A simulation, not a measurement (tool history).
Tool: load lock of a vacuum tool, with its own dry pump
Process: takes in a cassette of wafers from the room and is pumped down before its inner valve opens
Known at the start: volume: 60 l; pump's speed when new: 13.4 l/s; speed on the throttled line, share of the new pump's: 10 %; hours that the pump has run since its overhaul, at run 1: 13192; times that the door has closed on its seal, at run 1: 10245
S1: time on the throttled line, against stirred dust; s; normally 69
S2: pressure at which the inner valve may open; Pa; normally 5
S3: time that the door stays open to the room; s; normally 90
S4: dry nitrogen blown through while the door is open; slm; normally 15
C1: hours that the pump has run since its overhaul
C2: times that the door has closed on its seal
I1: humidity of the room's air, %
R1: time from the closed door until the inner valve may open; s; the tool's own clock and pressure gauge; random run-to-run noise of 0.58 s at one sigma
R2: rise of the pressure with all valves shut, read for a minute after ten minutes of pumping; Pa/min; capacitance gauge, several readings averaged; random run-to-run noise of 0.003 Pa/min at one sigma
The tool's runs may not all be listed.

run 1 hour=0.0 | S1=69 S2=5 S3=90 S4=15 | C1=13192 C2=10245 | I1=51.7 | R1=106.6 R2=0.020
run 2 hour=119.5 | S1=69 S2=5 S3=90 S4=15 | C1=13311 C2=10399 | I1=42.0 | R1=106.8 R2=0.013
run 3 hour=271.3 | S1=55 S2=5 S3=90 S4=15 | C1=13463 C2=10594 | I1=44.5 | R1=93.4 R2=0.015
run 4 hour=468.2 | S1=55 S2=5 S3=90 S4=15 | C1=13660 C2=10846 | I1=45.4 | R1=94.1 R2=0.018
run 5 hour=694.3 | S1=69 S2=6 S3=90 S4=15 | C1=13886 C2=11136 | I1=42.9 | R1=105.6 R2=0.017
run 6 hour=842.9 | S1=56 S2=6 S3=90 S4=15 | C1=14035 C2=11327 | I1=47.4 | R1=94.5 R2=0.014
run 7 hour=1000.0 | S1=56 S2=6 S3=90 S4=15 | C1=14192 C2=11529 | I1=47.3 | R1=93.7 R2=0.022
run 8 hour=1152.9 | S1=56 S2=6 S3=90 S4=15 | C1=14344 C2=11725 | I1=45.3 | R1=94.3 R2=0.017
run 9 hour=1376.9 | S1=56 S2=6 S3=90 S4=15 | C1=14569 C2=12012 | I1=47.6 | R1=94.2 R2=0.021
run 10 hour=1497.2 | S1=69 S2=5 S3=61 S4=15 | C1=14689 C2=12167 | I1=42.7 | R1=107.0 R2=0.012
run 11 hour=1626.0 | S1=69 S2=5 S3=90 S4=8 | C1=14818 C2=12332 | I1=44.8 | R1=106.2 R2=0.023
run 12 hour=1790.7 | S1=69 S2=5 S3=90 S4=8 | C1=14982 C2=12543 | I1=44.1 | R1=106.3 R2=0.026
run 13 hour=1995.7 | S1=69 S2=4 S3=90 S4=15 | C1=15187 C2=12806 | I1=42.4 | R1=108.2 R2=0.014
run 14 hour=2195.3 | S1=69 S2=5 S3=90 S4=15 | C1=15387 C2=13063 | I1=42.8 | R1=106.0 R2=0.015
run 15 hour=2415.4 | S1=135 S2=7 S3=41 S4=18 | C1=15607 C2=13345 | I1=46.3 | R1=163.6 R2=0.008
run 16 hour=2549.0 | S1=62 S2=5 S3=165 S4=15 | C1=15741 C2=13516 | I1=43.5 | R1=99.8 R2=0.019
run 17 hour=2695.8 | S1=62 S2=5 S3=165 S4=15 | C1=15887 C2=13705 | I1=44.5 | R1=100.9 R2=0.019
run 18 hour=2901.0 | S1=69 S2=4 S3=90 S4=15 | C1=16093 C2=13968 | I1=45.6 | R1=108.4 R2=0.020
run 19 hour=3072.5 | S1=59 S2=4 S3=149 S4=25 | C1=16264 C2=14188 | I1=43.6 | R1=99.3 R2=0.019
run 20 hour=3210.8 | S1=63 S2=7 S3=149 S4=25 | C1=16402 C2=14366 | I1=47.1 | R1=99.4 R2=0.016
run 21 hour=3374.4 | S1=63 S2=7 S3=149 S4=25 | C1=16566 C2=14576 | I1=44.3 | R1=99.6 R2=0.016

What will run 22 give?
run 22 hour=3551.4 | S1=35 S2=8 S3=90 S4=15 | C1=16743 C2=14803 | I1=45.2 | R1=? R2=?

Run 22 produced R1 73.8 s, R2 0.018 Pa/min.
Had the tool carried no hidden state, the very same run would have given R1 73.8 s, R2 0.018 Pa/min.
